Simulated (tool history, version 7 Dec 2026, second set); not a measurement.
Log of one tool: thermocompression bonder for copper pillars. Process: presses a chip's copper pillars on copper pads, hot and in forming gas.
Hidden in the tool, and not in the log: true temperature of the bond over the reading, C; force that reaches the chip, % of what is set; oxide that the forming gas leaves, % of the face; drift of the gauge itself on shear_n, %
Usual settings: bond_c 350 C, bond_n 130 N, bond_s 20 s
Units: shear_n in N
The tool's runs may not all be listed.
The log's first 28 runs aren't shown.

run,day,bond_c,bond_n,bond_s,hours of work since the heater was calibrated,hours of work since the force cell was calibrated,hours of work since the gas filter was changed,shear_n
29,18.788,350,141,23,217,646,455,55.4
30,19.271,350,141,23,225,653,462,55.0
31,19.717,350,195,26,231,660,469,68.6
32,20.121,327,87,14,237,666,475,24.2
# day 20.271: forming gas filter changed
33,20.896,327,87,14,249,677,9,23.2
34,21.779,339,84,16,262,690,23,28.5
35,22.596,346,130,34,274,703,35,56.8
36,23.317,372,124,52,285,714,46,71.9
37,23.971,327,83,10,295,723,56,19.8
38,24.362,327,83,10,301,729,62,19.5
39,25.150,327,83,10,313,741,73,19.6
40,25.700,380,88,57,321,749,82,64.7
41,26.458,380,88,57,332,761,93,66.5

3 ways to go on from here, each from the tool as it stands after run 41. What would each give?
A,27.212,350,130,24,344,772,104,?
B,27.212,363,130,24,344,772,104,?
C,27.212,326,144,20,344,772,104,?

run,shear_n
A,52.7
B,59.2
C,43.0
Without the tool's hidden state the same runs would have given:
run,shear_n
A,52.9
B,59.3
C,43.1

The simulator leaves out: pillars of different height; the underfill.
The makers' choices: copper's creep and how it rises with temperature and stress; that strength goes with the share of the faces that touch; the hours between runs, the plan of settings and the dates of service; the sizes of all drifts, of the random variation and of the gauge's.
